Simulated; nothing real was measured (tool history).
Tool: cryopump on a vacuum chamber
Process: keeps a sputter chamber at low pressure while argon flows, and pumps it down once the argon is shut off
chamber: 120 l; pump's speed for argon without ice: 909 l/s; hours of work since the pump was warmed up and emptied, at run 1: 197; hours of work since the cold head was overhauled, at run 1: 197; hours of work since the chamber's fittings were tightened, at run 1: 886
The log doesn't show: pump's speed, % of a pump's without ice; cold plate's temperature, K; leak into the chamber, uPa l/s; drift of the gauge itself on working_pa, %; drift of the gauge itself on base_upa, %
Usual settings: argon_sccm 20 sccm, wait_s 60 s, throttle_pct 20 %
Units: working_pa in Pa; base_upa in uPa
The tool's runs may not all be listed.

run,day,argon_sccm,wait_s,throttle_pct,hours of work since the pump was warmed up and emptied,hours of work since the cold head was overhauled,hours of work since the chamber's fittings were tightened,working_pa,base_upa
1,0,20,60,20,197,197,886,0.1891,2.61
2,2.792,36,60,20,242,242,931,0.3375,2.67
3,6.212,25,60,20,297,297,986,0.236,2.75
4,8.729,20,60,52,338,338,1027,0.0754,2.93
5,10.462,20,60,52,366,366,1055,0.0758,2.87
6,12.512,20,60,52,399,399,1088,0.0752,2.99
7,14.329,11,60,20,428,428,1117,0.1048,3.16
8,17.575,11,60,20,481,481,1170,0.1069,3.19
# day 19.175: leaking fittings of the chamber tightened, without venting
9,21.442,11,60,20,542,542,37,0.1059,1.11
10,23.471,11,60,20,575,575,69,0.105,1.14
11,25.158,11,60,20,602,602,97,0.1052,1.22
12,28.896,11,60,20,663,663,157,0.1064,1.3
13,30.625,11,60,20,691,691,185,0.1059,1.39
14,33.296,11,117,20,734,734,228,0.1058,1.19
15,35.95,11,117,20,777,777,271,0.1079,1.32
16,37.908,11,117,20,809,809,303,0.1077,1.41
17,41.2,11,117,20,862,862,356,0.1092,1.53
18,43.333,11,117,22,896,896,391,0.0988,1.57
19,45.167,25,66,20,926,926,420,0.2475,1.95
20,48.788,28,71,20,985,985,479,0.2791,2.04
# day 49.579: pump warmed up, emptied and cooled again
21,51.379,10,180,41,29,1023,518,0.0457,1.37
22,53.7,10,180,41,67,1061,555,0.0459,1.48
23,55.692,10,180,41,99,1093,587,0.0458,1.51
24,57.504,10,168,25,128,1122,617,0.0755,1.59
25,59.396,8,168,32,159,1153,647,0.0473,1.64
26,62.833,29,159,32,214,1208,703,0.1733,1.84
27,65.033,9,53,20,250,1244,738,0.0839,2.37
28,68.162,9,53,20,301,1295,789,0.0856,2.44
29,71.158,20,278,26,349,1343,838,0.1471,2.05
30,73.683,33,23,30,390,1384,878,0.2156,3.57
31,75.342,19,206,20,417,1411,905,0.1833,2.19
32,78.229,31,33,42,464,1457,952,0.1467,3.25
33,81.525,20,30,22,517,1511,1005,0.1751,3.53

Forecast each of these 4 alternatives for the next run:
A,85.092,18,204,35,575,1568,1063,?,?
B,85.092,16,67,55,575,1568,1063,?,?
C,85.092,32,30,22,575,1568,1063,?,?
D,85.092,9,85,31,575,1568,1063,?,?

run,working_pa,base_upa
A,0.102,2.65
B,0.0609,2.96
C,0.2829,3.59
D,0.057,2.83
Without the tool's hidden state the same runs would have given:
run,working_pa,base_upa
A,0.095,0.49
B,0.0547,0.84
C,0.2705,1.48
D,0.0535,0.73
